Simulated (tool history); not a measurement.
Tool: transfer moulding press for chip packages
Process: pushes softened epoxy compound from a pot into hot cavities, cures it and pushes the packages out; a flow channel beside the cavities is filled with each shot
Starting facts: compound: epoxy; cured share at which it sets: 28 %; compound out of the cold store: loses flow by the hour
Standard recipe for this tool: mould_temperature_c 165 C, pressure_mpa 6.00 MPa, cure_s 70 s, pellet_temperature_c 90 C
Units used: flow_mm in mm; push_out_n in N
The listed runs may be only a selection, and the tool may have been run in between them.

run   hour  mould_temperature_c  pressure_mpa  cure_s  pellet_temperature_c  incoming compound's hours out of the cold store  flow_mm  push_out_n
  1    0.0                  165          6.00      70                    90                                             18.2      642         355
  2   55.3                  165          6.00      70                    90                                              9.7      669         363
      82.6  -- cavities cleaned with cleaning compound and waxed
  3  108.3                  165          6.00      70                    90                                             16.1      635         360
  4  133.3                  165          6.41      70                    90                                             45.3      581         327
  5  171.7                  165          6.41      70                    90                                             35.0      606         328
     189.2  -- cavities cleaned with cleaning compound and waxed
  6  197.2                  165          6.41      70                    90                                             43.8      585         332
  7  228.2                  165          6.00      89                    90                                             19.1      630         239
  8  258.3                  165          6.00      70                    90                                             44.7      567         336
     296.2  -- cavities cleaned with cleaning compound and waxed
  9  302.5                  165          6.00      70                    90                                             24.6      624         347
 10  348.0                  165          6.00      70                    90                                             29.3      599         343
     403.4  -- cavities cleaned with cleaning compound and waxed
 11  403.7                  165          6.00     110                    90                                             25.5      613         215
 12  430.8                  165          6.00     110                    90                                             35.7      592         226
 13  479.4                  165          6.00     110                    90                                              9.7      664         216
 14  506.9                  165          6.00      86                    90                                             20.3      637         248

Predict the results of run 15:
     511.6  -- cavities cleaned with cleaning compound and waxed
 15  541.0                  165          7.30     105                    90                                             28.5        ?           ?

{"run 15": {"flow_mm": 665, "push_out_n": 212}}
Without the tool's hidden state the same run would have given flow_mm 665 mm, push_out_n 211 N.

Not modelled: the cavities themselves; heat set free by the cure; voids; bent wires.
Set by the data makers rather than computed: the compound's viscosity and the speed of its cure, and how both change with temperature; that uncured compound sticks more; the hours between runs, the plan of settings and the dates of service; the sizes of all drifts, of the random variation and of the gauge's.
